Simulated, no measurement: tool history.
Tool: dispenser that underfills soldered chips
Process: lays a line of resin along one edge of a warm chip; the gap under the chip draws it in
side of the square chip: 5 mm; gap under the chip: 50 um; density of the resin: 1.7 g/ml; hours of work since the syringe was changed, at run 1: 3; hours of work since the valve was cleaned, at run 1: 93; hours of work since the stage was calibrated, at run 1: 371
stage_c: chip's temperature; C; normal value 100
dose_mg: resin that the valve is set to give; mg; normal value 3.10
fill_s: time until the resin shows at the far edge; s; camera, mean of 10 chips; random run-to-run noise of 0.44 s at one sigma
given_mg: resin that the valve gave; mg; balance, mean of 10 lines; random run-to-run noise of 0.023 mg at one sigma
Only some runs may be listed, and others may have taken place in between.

| run | hour | stage_c | dose_mg | hours of work since the syringe was changed | hours of work since the valve was cleaned | hours of work since the stage was calibrated | fill_s | given_mg |
|---|---|---|---|---|---|---|---|---|
| 1 | 0.0 | 100 | 3.10 | 3 | 93 | 371 | 38.3 | 3.00 |
|  | 3.7 | new syringe of resin |
| 2 | 5.1 | 100 | 2.82 | 1 | 97 | 374 | 36.6 | 2.70 |
|  | 10.9 | new syringe of resin |
| 3 | 16.6 | 100 | 3.78 | 4 | 106 | 383 | 40.3 | 3.59 |
|  | 18.0 | new syringe of resin |
|  | 20.0 | dispensing valve cleaned and set on the balance |
|  | 25.9 | new syringe of resin |
| 4 | 28.1 | 100 | 3.78 | 2 | 6 | 391 | 35.1 | 3.78 |
|  | 32.9 | new syringe of resin |
| 5 | 38.5 | 100 | 3.78 | 4 | 14 | 399 | 39.0 | 3.75 |
|  | 39.7 | new syringe of resin |
|  | 47.0 | new syringe of resin |
| 6 | 48.1 | 100 | 3.78 | 1 | 21 | 406 | 33.4 | 3.76 |
|  | 54.2 | new syringe of resin |
| 7 | 56.0 | 100 | 3.78 | 1 | 27 | 412 | 34.3 | 3.77 |
|  | 61.3 | new syringe of resin |
|  | 68.3 | new syringe of resin |
| 8 | 68.3 | 100 | 3.10 | 0 | 36 | 421 | 34.1 | 3.03 |
|  | 75.3 | new syringe of resin |
| 9 | 77.6 | 100 | 3.10 | 2 | 43 | 428 | 36.2 | 3.07 |
|  | 82.7 | new syringe of resin |
| 10 | 85.0 | 100 | 3.10 | 2 | 49 | 434 | 36.3 | 3.03 |
|  | 89.9 | new syringe of resin |
| 11 | 93.6 | 100 | 3.10 | 3 | 55 | 440 | 38.4 | 3.03 |
|  | 97.0 | new syringe of resin |
| 12 | 98.8 | 100 | 3.10 | 1 | 59 | 444 | 35.4 | 3.03 |
|  | 104.0 | new syringe of resin |
| 13 | 108.0 | 100 | 3.09 | 3 | 66 | 451 | 39.1 | 3.02 |
|  | 111.3 | new syringe of resin |
| 14 | 117.2 | 100 | 3.10 | 5 | 73 | 458 | 40.7 | 2.98 |
|  | 118.2 | new syringe of resin |
|  | 126.1 | new syringe of resin |
| 15 | 128.7 | 100 | 3.10 | 2 | 82 | 467 | 38.0 | 2.98 |
|  | 133.1 | new syringe of resin |
| 16 | 139.0 | 100 | 3.10 | 5 | 90 | 475 | 41.6 | 2.94 |
|  | 140.6 | new syringe of resin |
|  | 147.5 | new syringe of resin |
| 17 | 148.1 | 100 | 3.10 | 0 | 96 | 481 | 34.7 | 3.00 |
|  | 155.0 | new syringe of resin |
| 18 | 158.0 | 97 | 3.20 | 2 | 104 | 489 | 41.6 | 3.06 |
|  | 162.0 | new syringe of resin |
|  | 163.0 | dispensing valve cleaned and set on the balance |
|  | 170.1 | new syringe of resin |
| 19 | 170.1 | 110 | 3.45 | 0 | 5 | 497 | 24.7 | 3.44 |
|  | 177.1 | new syringe of resin |
| 20 | 177.8 | 91 | 3.98 | 1 | 11 | 503 | 46.4 | 3.92 |
|  | 184.5 | new syringe of resin |
| 21 | 185.1 | 108 | 3.23 | 0 | 17 | 508 | 26.4 | 3.20 |
|  | 191.4 | new syringe of resin |
| 22 | 191.4 | 110 | 3.23 | 0 | 21 | 513 | 24.4 | 3.17 |
|  | 198.7 | new syringe of resin |
| 23 | 202.0 | 110 | 3.23 | 3 | 29 | 521 | 26.8 | 3.18 |
|  | 205.7 | new syringe of resin |
| 24 | 208.6 | 94 | 2.93 | 2 | 34 | 526 | 45.2 | 2.86 |

For run 25, what comes out?
|  | 212.8 | new syringe of resin |
| 25 | 215.8 | 91 | 3.89 | 2 | 40 | 532 | ? | ? |

{"run 25": {"fill_s": 49.4, "given_mg": 3.78}}
With no hidden state in the tool, this same run would have given fill_s 41.4 s, given_mg 3.86 mg.

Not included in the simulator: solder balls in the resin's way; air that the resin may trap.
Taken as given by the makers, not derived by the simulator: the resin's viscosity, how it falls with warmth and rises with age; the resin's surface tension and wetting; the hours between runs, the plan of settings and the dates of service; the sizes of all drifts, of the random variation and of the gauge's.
